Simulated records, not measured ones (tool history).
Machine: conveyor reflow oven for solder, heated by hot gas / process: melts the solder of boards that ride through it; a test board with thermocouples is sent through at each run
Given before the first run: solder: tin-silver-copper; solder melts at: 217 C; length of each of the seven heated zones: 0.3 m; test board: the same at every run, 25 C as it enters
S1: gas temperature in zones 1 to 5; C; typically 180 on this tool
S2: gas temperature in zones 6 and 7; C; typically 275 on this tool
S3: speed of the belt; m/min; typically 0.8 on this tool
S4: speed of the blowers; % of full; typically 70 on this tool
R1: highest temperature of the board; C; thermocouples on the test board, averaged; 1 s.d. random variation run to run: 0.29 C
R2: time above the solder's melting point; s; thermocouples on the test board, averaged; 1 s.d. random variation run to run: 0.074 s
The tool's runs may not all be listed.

{"run": 1, "day": 0.0, "S1": 180, "S2": 275, "S3": 0.8, "S4": 70, "R1": 257.7, "R2": 36.57}
{"run": 2, "day": 0.596, "S1": 180, "S2": 275, "S3": 0.8, "S4": 65, "R1": 255.9, "R2": 35.9}
{"run": 3, "day": 1.112, "S1": 180, "S2": 275, "S3": 0.8, "S4": 65, "R1": 255.2, "R2": 35.8}
{"run": 4, "day": 1.525, "S1": 180, "S2": 275, "S3": 0.8, "S4": 65, "R1": 255.4, "R2": 35.71}
{"run": 5, "day": 2.108, "S1": 180, "S2": 275, "S3": 0.8, "S4": 83, "R1": 260.8, "R2": 38.14}
{"run": 6, "day": 2.379, "S1": 180, "S2": 275, "S3": 0.8, "S4": 83, "R1": 260.6, "R2": 38.04}
{"run": 7, "day": 2.879, "S1": 180, "S2": 275, "S3": 0.8, "S4": 83, "R1": 260.7, "R2": 38.16}
{"day": 3.117, "done": "flux residue cleaned out of gas plates and filters"}
{"run": 8, "day": 3.358, "S1": 166, "S2": 275, "S3": 0.8, "S4": 70, "R1": 253.5, "R2": 32.08}
{"run": 9, "day": 3.712, "S1": 166, "S2": 275, "S3": 0.8, "S4": 70, "R1": 253.5, "R2": 32.01}
{"run": 10, "day": 4.292, "S1": 166, "S2": 275, "S3": 0.8, "S4": 70, "R1": 253.2, "R2": 32.05}
{"run": 11, "day": 4.571, "S1": 180, "S2": 281, "S3": 0.746, "S4": 87, "R1": 267.8, "R2": 43.43}
{"run": 12, "day": 5.075, "S1": 168, "S2": 267, "S3": 0.902, "S4": 63, "R1": 239.9, "R2": 21.31}
{"run": 13, "day": 5.562, "S1": 168, "S2": 267, "S3": 0.902, "S4": 63, "R1": 239.3, "R2": 21.3}

For run 14, what comes out?
{"day": 5.812, "done": "flux residue cleaned out of gas plates and filters, once more"}
{"run": 14, "day": 6.167, "S1": 168, "S2": 267, "S3": 0.902, "S4": 63, "R1": "?", "R2": "?"}

Run 14 yielded R1 241.9 C, R2 22.67 s.
Had the tool carried no hidden state, the very same run would have given R1 242.1 C, R2 22.77 s.

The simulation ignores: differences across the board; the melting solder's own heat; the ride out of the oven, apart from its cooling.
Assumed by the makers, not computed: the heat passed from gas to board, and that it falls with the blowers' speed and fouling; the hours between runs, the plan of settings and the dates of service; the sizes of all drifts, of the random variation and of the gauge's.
